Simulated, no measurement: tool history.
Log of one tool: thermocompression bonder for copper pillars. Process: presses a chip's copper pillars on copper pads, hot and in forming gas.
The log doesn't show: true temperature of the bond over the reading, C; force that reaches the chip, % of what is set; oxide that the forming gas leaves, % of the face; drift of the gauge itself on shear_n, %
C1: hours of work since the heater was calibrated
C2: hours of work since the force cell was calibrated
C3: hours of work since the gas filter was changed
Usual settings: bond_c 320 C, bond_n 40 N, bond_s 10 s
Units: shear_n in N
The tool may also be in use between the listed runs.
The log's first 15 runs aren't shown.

{"run": 16, "hour": 109.7, "bond_c": 320, "bond_n": 40, "bond_s": 13, "C1": 285, "C2": 522, "C3": 265, "shear_n": 65.1}
{"run": 17, "hour": 119.8, "bond_c": 320, "bond_n": 40, "bond_s": 13, "C1": 292, "C2": 529, "C3": 271, "shear_n": 66.7}
{"run": 18, "hour": 124.2, "bond_c": 315, "bond_n": 25, "bond_s": 13, "C1": 294, "C2": 531, "C3": 274, "shear_n": 43.7}
{"run": 19, "hour": 133.4, "bond_c": 336, "bond_n": 40, "bond_s": 6, "C1": 300, "C2": 537, "C3": 280, "shear_n": 56.7}
{"run": 20, "hour": 142.1, "bond_c": 320, "bond_n": 25, "bond_s": 10, "C1": 305, "C2": 542, "C3": 285, "shear_n": 40.7}
{"run": 21, "hour": 147.3, "bond_c": 317, "bond_n": 27, "bond_s": 10, "C1": 308, "C2": 545, "C3": 288, "shear_n": 43.2}
{"run": 22, "hour": 155.4, "bond_c": 317, "bond_n": 32, "bond_s": 7, "C1": 313, "C2": 550, "C3": 293, "shear_n": 42.8}
{"run": 23, "hour": 161.8, "bond_c": 305, "bond_n": 40, "bond_s": 6, "C1": 317, "C2": 554, "C3": 297, "shear_n": 44.3}
{"run": 24, "hour": 168.1, "bond_c": 343, "bond_n": 28, "bond_s": 20, "C1": 321, "C2": 558, "C3": 301, "shear_n": 69.5}
{"run": 25, "hour": 176.1, "bond_c": 330, "bond_n": 38, "bond_s": 17, "C1": 326, "C2": 563, "C3": 306, "shear_n": 76.1}
{"run": 26, "hour": 186.4, "bond_c": 342, "bond_n": 56, "bond_s": 8, "C1": 332, "C2": 569, "C3": 312, "shear_n": 82.7}
{"run": 27, "hour": 192.1, "bond_c": 291, "bond_n": 43, "bond_s": 27, "C1": 336, "C2": 573, "C3": 315, "shear_n": 71.4}
{"run": 28, "hour": 202.8, "bond_c": 291, "bond_n": 58, "bond_s": 6, "C1": 342, "C2": 579, "C3": 322, "shear_n": 52.8}
{"run": 29, "hour": 209.9, "bond_c": 320, "bond_n": 58, "bond_s": 21, "C1": 346, "C2": 583, "C3": 326, "shear_n": 95.5}
{"run": 30, "hour": 220.6, "bond_c": 320, "bond_n": 33, "bond_s": 8, "C1": 353, "C2": 590, "C3": 333, "shear_n": 49.2}
{"run": 31, "hour": 230.4, "bond_c": 320, "bond_n": 33, "bond_s": 8, "C1": 359, "C2": 596, "C3": 339, "shear_n": 48}
{"run": 32, "hour": 235.2, "bond_c": 335, "bond_n": 38, "bond_s": 8, "C1": 362, "C2": 599, "C3": 342, "shear_n": 60.6}
{"run": 33, "hour": 243.6, "bond_c": 315, "bond_n": 58, "bond_s": 8, "C1": 367, "C2": 604, "C3": 347, "shear_n": 71.3}

Forecast each of these 3 alternatives for the next run:
{"run": "A", "hour": 252.2, "bond_c": 315, "bond_n": 41, "bond_s": 8, "C1": 372, "C2": 609, "C3": 352, "shear_n": "?"}
{"run": "B", "hour": 252.2, "bond_c": 320, "bond_n": 51, "bond_s": 29, "C1": 372, "C2": 609, "C3": 352, "shear_n": "?"}
{"run": "C", "hour": 252.2, "bond_c": 316, "bond_n": 45, "bond_s": 20, "C1": 372, "C2": 609, "C3": 352, "shear_n": "?"}

run=A shear_n=54.4
run=B shear_n=95.9
run=C shear_n=79.6
Without the tool's hidden state the same runs would have given:
run=A shear_n=53.5
run=B shear_n=96.8
run=C shear_n=79.4
